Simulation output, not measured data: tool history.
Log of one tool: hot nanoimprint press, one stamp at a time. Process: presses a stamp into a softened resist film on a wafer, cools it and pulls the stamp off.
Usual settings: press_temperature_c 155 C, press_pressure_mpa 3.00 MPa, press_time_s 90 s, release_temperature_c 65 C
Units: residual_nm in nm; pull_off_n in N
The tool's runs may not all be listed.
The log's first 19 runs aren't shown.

run     day  press_temperature_c  press_pressure_mpa  press_time_s  release_temperature_c  hours of work since the thermocouple was calibrated  imprints on the stamp's release coat  hours of work since the press's seals were changed  residual_nm  pull_off_n
     20.875  -- stamp cleaned and given a new release coat
 20  21.308                  155                3.00            85                     66                                                  207                                    56                                                 742        291.9         181
 21  22.358                  155                1.84            85                     60                                                  226                                   192                                                 761        346.0         199
 22  23.296                  155                3.91           152                     71                                                  243                                   314                                                 778        212.3         179
 23  24.400                  165                3.00            46                     68                                                  263                                   457                                                 798        231.5         192
 24  25.175                  150                2.22           106                     70                                                  277                                   557                                                 812        365.4         193
     26.254  -- stamp cleaned and given a new release coat
 25  26.538                  146                3.95            90                     65                                                  297                                    36                                                 832        368.3         179
 26  27.292                  155                4.72            75                     50                                                  310                                   134                                                 846        249.2         215
 27  27.942                  143                4.72            86                     50                                                  322                                   219                                                 857        389.4         215
 28  28.608                  155                3.75           113                     72                                                  334                                   305                                                 869        238.0         180
 29  29.529                  151                3.00            90                     72                                                  351                                   424                                                 886        329.3         182
 30  30.888                  143                3.00            90                     53                                                  375                                   600                                                 911        422.3         225

4 ways to go on from here, each from the tool as it stands after run 30. What would each give?
     31.625  -- stamp cleaned and given a new release coat
  A  31.800                  143                4.34            52                     53                                                  387                                    23                                                 922            ?           ?
     31.625  -- stamp cleaned and given a new release coat
  B  31.800                  147                2.90           174                     65                                                  387                                    23                                                 922            ?           ?
     31.625  -- stamp cleaned and given a new release coat
  C  31.800                  155                3.58           116                     54                                                  387                                    23                                                 922            ?           ?
     31.625  -- stamp cleaned and given a new release coat
  D  31.800                  147                2.72            78                     53                                                  387                                    23                                                 922            ?           ?

run  residual_nm  pull_off_n
  A        427.6         203
  B        325.3         181
  C        238.7         199
  D        397.8         203
Without the tool's hidden state the same runs would have given:
run  residual_nm  pull_off_n
  A        431.0         204
  B        333.7         183
  C        243.4         200
  D        404.8         204
